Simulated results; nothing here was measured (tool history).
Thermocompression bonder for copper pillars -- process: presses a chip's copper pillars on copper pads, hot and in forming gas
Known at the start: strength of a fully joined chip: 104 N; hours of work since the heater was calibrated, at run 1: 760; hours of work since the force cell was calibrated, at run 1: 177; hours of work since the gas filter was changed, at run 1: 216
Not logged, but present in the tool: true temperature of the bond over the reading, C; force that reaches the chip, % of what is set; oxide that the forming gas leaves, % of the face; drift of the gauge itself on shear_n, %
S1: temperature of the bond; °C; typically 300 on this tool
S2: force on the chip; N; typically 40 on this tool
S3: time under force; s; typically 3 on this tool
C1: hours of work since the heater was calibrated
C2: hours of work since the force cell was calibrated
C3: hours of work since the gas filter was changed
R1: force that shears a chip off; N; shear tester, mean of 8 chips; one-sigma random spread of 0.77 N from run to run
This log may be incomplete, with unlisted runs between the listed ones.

Run 1, hour 0: usual settings; C1 760; C2 177; C3 216. Result: R1 48 N.
Run 2, hour 10.7: usual settings; C1 767; C2 184; C3 223. Result: R1 47.2 N.
Run 3, hour 16.8: usual settings but S2 55 N; C1 770; C2 187; C3 227. Result: R1 62.6 N.
Run 4, hour 25.3: usual settings but S2 28 N; C1 776; C2 192; C3 232. Result: R1 33.5 N.
Run 5, hour 34.4: usual settings but S2 28 N; C1 781; C2 198; C3 237. Result: R1 33 N.
Run 6, hour 42.9: usual settings but S2 28 N; C1 786; C2 203; C3 243. Result: R1 33.2 N.
Run 7, hour 53.1: usual settings but S2 28 N; C1 792; C2 209; C3 249. Result: R1 32.8 N.
Run 8, hour 58.5: usual settings; C1 796; C2 213; C3 252. Result: R1 47.7 N.
Run 9, hour 66.1: usual settings but S3 5 s; C1 800; C2 217; C3 257. Result: R1 54.6 N.
At hour 70.5: forming gas filter changed.
Run 10, hour 74.4: usual settings but S2 35 N; C1 805; C2 222; C3 2. Result: R1 46.3 N.
Run 11, hour 79.7: usual settings but S2 35 N; C1 808; C2 225; C3 6. Result: R1 45.7 N.
Run 12, hour 87.8: usual settings but S2 35 N; C1 813; C2 230; C3 11. Result: R1 46.5 N.
Run 13, hour 96.8: usual settings; C1 819; C2 236; C3 16. Result: R1 51.5 N.
Run 14, hour 101.8: usual settings; C1 822; C2 239; C3 19. Result: R1 52.4 N.
Run 15, hour 110.6: usual settings; C1 827; C2 244; C3 24. Result: R1 53.4 N.
Run 16, hour 119.1: usual settings; C1 832; C2 249; C3 30. Result: R1 52.1 N.
Run 17, hour 129.2: usual settings but S2 27 N; C1 838; C2 255; C3 36. Result: R1 34.2 N.
Run 18, hour 135.4: usual settings but S2 27 N; C1 842; C2 259; C3 39. Result: R1 34.5 N.
Run 19, hour 144.6: usual settings but S1 319 °C, S2 27 N, S3 4 s; C1 848; C2 265; C3 45. Result: R1 50.5 N.
At hour 147.3: heater calibrated with a thermocouple chip.
Run 20, hour 153.2: usual settings but S1 319 °C, S2 27 N, S3 5 s; C1 4; C2 269; C3 49. Result: R1 53.3 N.
Run 21, hour 159.2: usual settings but S1 319 °C, S2 27 N; C1 7; C2 272; C3 53. Result: R1 43.9 N.
Run 22, hour 167.8: usual settings but S1 319 °C, S2 27 N; C1 12; C2 278; C3 58. Result: R1 43.4 N.
Run 23, hour 178.5: usual settings but S1 327 °C, S2 39 N, S3 2 s; C1 19; C2 284; C3 64. Result: R1 58.6 N.
At hour 187.5: heater calibrated with a thermocouple chip, once more.
Run 24, hour 191.5: usual settings but S1 327 °C, S2 39 N, S3 2 s; C1 2; C2 291; C3 71. Result: R1 65.6 N.
Run 25, hour 200.9: usual settings but S1 327 °C, S2 39 N, S3 2 s; C1 8; C2 297; C3 77. Result: R1 67 N.
Run 26, hour 205.9: usual settings but S1 327 °C, S2 39 N, S3 2 s; C1 11; C2 300; C3 80. Result: R1 66.1 N.
Run 27, hour 213: usual settings but S1 279 °C, S2 28 N; C1 16; C2 304; C3 84. Result: R1 29.2 N.
Run 28, hour 221.6: usual settings but S2 25 N; C1 21; C2 309; C3 89. Result: R1 35 N.
Run 29, hour 232.7: usual settings but S1 283 °C, S2 25 N; C1 27; C2 316; C3 96. Result: R1 27.3 N.
Run 30, hour 240.8: usual settings but S1 283 °C, S2 25 N; C1 32; C2 321; C3 101. Result: R1 27.2 N.
Run 31, hour 251.9: usual settings but S1 296 °C, S2 35 N; C1 39; C2 328; C3 108. Result: R1 46.5 N.
Run 32, hour 259.3: usual settings but S1 296 °C, S2 35 N; C1 44; C2 332; C3 112. Result: R1 46.3 N.
Run 33, hour 267.5: usual settings but S1 296 °C, S2 35 N; C1 49; C2 337; C3 117. Result: R1 45.7 N.
Run 34, hour 277.4: usual settings but S1 296 °C, S2 35 N; C1 55; C2 343; C3 123. Result: R1 46.8 N.
Run 35, hour 283.1: usual settings but S1 296 °C, S2 35 N; C1 58; C2 347; C3 127. Result: R1 44.8 N.

Forecast each of these 3 alternatives for the next run:
Run A, hour 292.1: usual settings but S1 278 °C, S2 25 N, S3 2 s; C1 64; C2 352; C3 132. Result: R1 ?.
Run B, hour 292.1: usual settings but S1 294 °C; C1 64; C2 352; C3 132. Result: R1 ?.
Run C, hour 292.1: usual settings but S1 296 °C, S2 38 N; C1 64; C2 352; C3 132. Result: R1 ?.

run    R1
  A  19.1
  B  50.2
  C  49.3
With no hidden state in the tool, these same runs would have given:
run    R1
  A  20.8
  B  54.1
  C  53.2
